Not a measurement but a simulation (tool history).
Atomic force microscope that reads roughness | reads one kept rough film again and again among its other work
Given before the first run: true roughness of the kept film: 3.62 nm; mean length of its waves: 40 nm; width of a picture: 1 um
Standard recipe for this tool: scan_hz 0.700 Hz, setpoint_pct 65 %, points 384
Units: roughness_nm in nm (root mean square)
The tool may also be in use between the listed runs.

run,hour,scan_hz,setpoint_pct,points,roughness_nm
1,0.0,0.700,65,384,3.320
2,10.0,0.700,65,384,3.328
3,30.4,0.700,80,384,3.302
4,47.5,0.700,80,384,3.278
5,68.4,0.700,65,384,3.345
6,86.8,0.700,65,577,3.365
7,95.3,0.700,82,384,3.259
8,105.5,0.700,82,384,3.298
9,123.5,0.700,82,384,3.265
10,132.2,0.700,82,384,3.295
11,141.2,0.700,82,384,3.274
12,156.2,2.798,65,384,3.223
13,172.7,2.798,65,384,3.206
14,183.0,2.798,65,384,3.236
15,199.9,0.700,65,998,3.367
16,216.3,3.429,65,384,3.157
17,225.9,3.126,65,384,3.187
18,236.1,0.523,65,384,3.357
19,248.1,0.700,65,295,3.317
20,259.4,0.700,65,295,3.327
21,273.9,0.700,65,295,3.356
22,286.2,0.700,65,295,3.351
23,297.3,0.700,65,336,3.338
24,308.6,3.037,65,336,3.199
25,328.6,3.037,65,336,3.200
26,345.2,3.037,65,336,3.196
27,355.4,3.037,65,336,3.194
28,375.2,3.069,81,941,2.987
29,393.4,2.600,65,875,3.229
30,402.0,2.600,65,875,3.238
31,416.0,2.075,65,1010,3.237
32,435.0,2.075,65,1010,3.265
33,448.1,2.075,65,1010,3.251
34,468.0,0.593,65,384,3.350
35,479.2,0.593,65,384,3.362
36,491.7,0.700,88,765,3.235
37,508.5,1.442,62,263,3.302
38,528.9,1.804,65,388,3.288
39,542.4,1.804,65,388,3.280
40,562.5,1.804,65,388,3.245
41,571.0,1.103,65,409,3.325
42,587.0,1.103,63,654,3.302
43,607.6,1.103,63,654,3.323
44,621.3,0.859,76,455,3.304
45,638.4,0.859,76,455,3.276
46,649.7,0.700,65,800,3.330
47,668.6,2.381,64,274,3.231
48,689.2,2.916,74,274,3.099
49,705.8,0.700,65,468,3.355
50,714.8,0.700,62,605,3.357
51,728.1,0.700,58,605,3.364
52,737.8,1.769,63,388,3.308
53,750.8,3.923,89,277,2.679

Missing from the log above: 4 entries noted between runs. For each, name the pair of listed runs it sits between and say how the tool's hidden condition differs from the listed run just before to the listed run just after:
Logged between run 3 and run 4: new tip fitted (hour 40.9)
  radius of the tip, nm: 7.4 -> 7
Logged between run 19 and run 20: new tip fitted (hour 252.8)
  radius of the tip, nm: 7.5 -> 7
Logged between run 33 and run 34: new tip fitted (hour 466.5)
  radius of the tip, nm: 7.4 -> 7; height scale over the true one, %: 0.01 -> 0.02
Logged between run 47 and run 48: new tip fitted (hour 679.2)
  radius of the tip, nm: 7.5 -> 7
